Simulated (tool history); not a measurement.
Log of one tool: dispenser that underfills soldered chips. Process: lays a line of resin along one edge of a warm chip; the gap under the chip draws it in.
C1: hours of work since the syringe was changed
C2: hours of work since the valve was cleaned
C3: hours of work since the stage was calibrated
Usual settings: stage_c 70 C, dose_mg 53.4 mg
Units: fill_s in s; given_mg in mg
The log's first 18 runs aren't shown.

{"run": 19, "hour": 175.4, "stage_c": 70, "dose_mg": 53.2, "C1": 8, "C2": 16, "C3": 272, "fill_s": 141.1, "given_mg": 52.77}
{"hour": 178.5, "done": "new syringe of resin"}
{"run": 20, "hour": 187.1, "stage_c": 66, "dose_mg": 47.2, "C1": 5, "C2": 23, "C3": 279, "fill_s": 139.5, "given_mg": 46.63}
{"hour": 194.9, "done": "new syringe of resin"}
{"run": 21, "hour": 197.1, "stage_c": 73, "dose_mg": 68.0, "C1": 1, "C2": 29, "C3": 285, "fill_s": 68.1, "given_mg": 67.03}
{"run": 22, "hour": 204.0, "stage_c": 70, "dose_mg": 68.8, "C1": 6, "C2": 34, "C3": 289, "fill_s": 112.0, "given_mg": 67.59}
{"hour": 211.4, "done": "new syringe of resin"}
{"run": 23, "hour": 213.2, "stage_c": 72, "dose_mg": 48.8, "C1": 1, "C2": 39, "C3": 295, "fill_s": 72.6, "given_mg": 47.42}
{"run": 24, "hour": 221.3, "stage_c": 85, "dose_mg": 49.0, "C1": 6, "C2": 44, "C3": 300, "fill_s": 59.7, "given_mg": 47.54}
{"hour": 228.1, "done": "new syringe of resin"}
{"run": 25, "hour": 229.6, "stage_c": 85, "dose_mg": 49.0, "C1": 1, "C2": 49, "C3": 305, "fill_s": 39.0, "given_mg": 47.67}
{"run": 26, "hour": 241.2, "stage_c": 61, "dose_mg": 59.0, "C1": 8, "C2": 56, "C3": 312, "fill_s": 220.2, "given_mg": 56.98}
{"hour": 244.2, "done": "new syringe of resin"}
{"run": 27, "hour": 253.0, "stage_c": 76, "dose_mg": 49.4, "C1": 5, "C2": 63, "C3": 319, "fill_s": 85.7, "given_mg": 47.57}
{"hour": 260.7, "done": "new syringe of resin"}
{"run": 28, "hour": 264.1, "stage_c": 70, "dose_mg": 49.3, "C1": 2, "C2": 70, "C3": 325, "fill_s": 89.6, "given_mg": 47.61}
{"run": 29, "hour": 271.9, "stage_c": 58, "dose_mg": 51.1, "C1": 7, "C2": 75, "C3": 330, "fill_s": 249.0, "given_mg": 49.09}
{"hour": 277.1, "done": "new syringe of resin"}
{"run": 30, "hour": 282.5, "stage_c": 58, "dose_mg": 51.1, "C1": 3, "C2": 81, "C3": 336, "fill_s": 183.2, "given_mg": 49.24}
{"run": 31, "hour": 291.9, "stage_c": 58, "dose_mg": 51.1, "C1": 9, "C2": 87, "C3": 342, "fill_s": 295.9, "given_mg": 48.84}
{"hour": 292.9, "done": "new syringe of resin"}
{"run": 32, "hour": 298.0, "stage_c": 61, "dose_mg": 63.1, "C1": 3, "C2": 90, "C3": 346, "fill_s": 147.8, "given_mg": 60.45}
{"hour": 309.1, "done": "new syringe of resin"}
{"run": 33, "hour": 311.2, "stage_c": 80, "dose_mg": 53.0, "C1": 1, "C2": 98, "C3": 354, "fill_s": 49.7, "given_mg": 50.26}
{"run": 34, "hour": 319.1, "stage_c": 70, "dose_mg": 56.1, "C1": 6, "C2": 103, "C3": 359, "fill_s": 123.0, "given_mg": 52.86}

Forecast each of these 3 alternatives for the next run:
{"hour": 325.7, "done": "new syringe of resin"}
{"run": "A", "hour": 330.7, "stage_c": 64, "dose_mg": 48.5, "C1": 3, "C2": 110, "C3": 365, "fill_s": "?", "given_mg": "?"}
{"hour": 325.7, "done": "new syringe of resin"}
{"run": "B", "hour": 330.7, "stage_c": 61, "dose_mg": 53.4, "C1": 3, "C2": 110, "C3": 365, "fill_s": "?", "given_mg": "?"}
{"hour": 325.7, "done": "new syringe of resin"}
{"run": "C", "hour": 330.7, "stage_c": 58, "dose_mg": 67.6, "C1": 3, "C2": 110, "C3": 365, "fill_s": "?", "given_mg": "?"}

run=A fill_s=131.8 given_mg=45.70
run=B fill_s=152.6 given_mg=50.17
run=C fill_s=176.2 given_mg=63.49
Without the tool's hidden state the same runs would have given:
run=A fill_s=91.4 given_mg=48.50
run=B fill_s=106.2 given_mg=53.25
run=C fill_s=123.4 given_mg=67.38
